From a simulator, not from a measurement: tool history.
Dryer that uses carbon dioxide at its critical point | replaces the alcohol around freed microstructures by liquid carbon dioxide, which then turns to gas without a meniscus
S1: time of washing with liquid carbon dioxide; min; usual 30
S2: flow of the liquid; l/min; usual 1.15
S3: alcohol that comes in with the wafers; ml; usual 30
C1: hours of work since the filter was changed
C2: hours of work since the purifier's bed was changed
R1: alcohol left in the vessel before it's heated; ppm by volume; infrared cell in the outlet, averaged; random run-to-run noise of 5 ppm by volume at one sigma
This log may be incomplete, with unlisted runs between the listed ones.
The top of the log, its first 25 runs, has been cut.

run,hour,S1,S2,S3,C1,C2,R1
# hour 272.4: inlet filter changed
26,272.4,35,1.15,22,0,239,70
27,287.3,28,1.15,103,11,250,74
28,295.4,28,1.15,103,16,255,83
29,304.9,28,1.15,103,23,262,79
30,313.2,24,1.95,103,29,268,74
31,319.2,24,1.95,103,33,272,80
32,326.1,29,0.83,80,38,277,145
33,332.2,29,0.83,80,43,282,148
34,341.7,27,1,50,49,288,97
35,351.6,27,1,50,56,295,93
36,360.2,27,1,50,62,302,115
37,369,27,0.71,22,69,308,157
38,375,27,0.71,22,73,312,151
39,385.9,40,1.52,65,81,320,83
40,392.7,36,1.27,21,86,325,87
41,404.2,38,1.15,30,94,333,81
42,414.4,38,1.15,30,101,340,95
43,421.4,30,1.15,105,106,345,98
44,436,25,0.92,102,116,355,240
45,448.7,47,1.47,35,125,364,103
46,462.5,35,1.47,73,135,374,111

Branching from run 46: 5 alternative next runs. What would each branch give?
A,477,30,1.35,40,145,385,?
B,477,25,1.47,30,145,385,?
C,477,29,1.15,30,145,385,?
D,477,21,0.69,30,145,385,?
E,477,35,1.08,73,145,385,?

run,R1
A,96
B,99
C,100
D,397
E,109
What these runs would have given with no unlogged condition in the tool:
run,R1
A,2
B,3
C,4
D,265
E,12
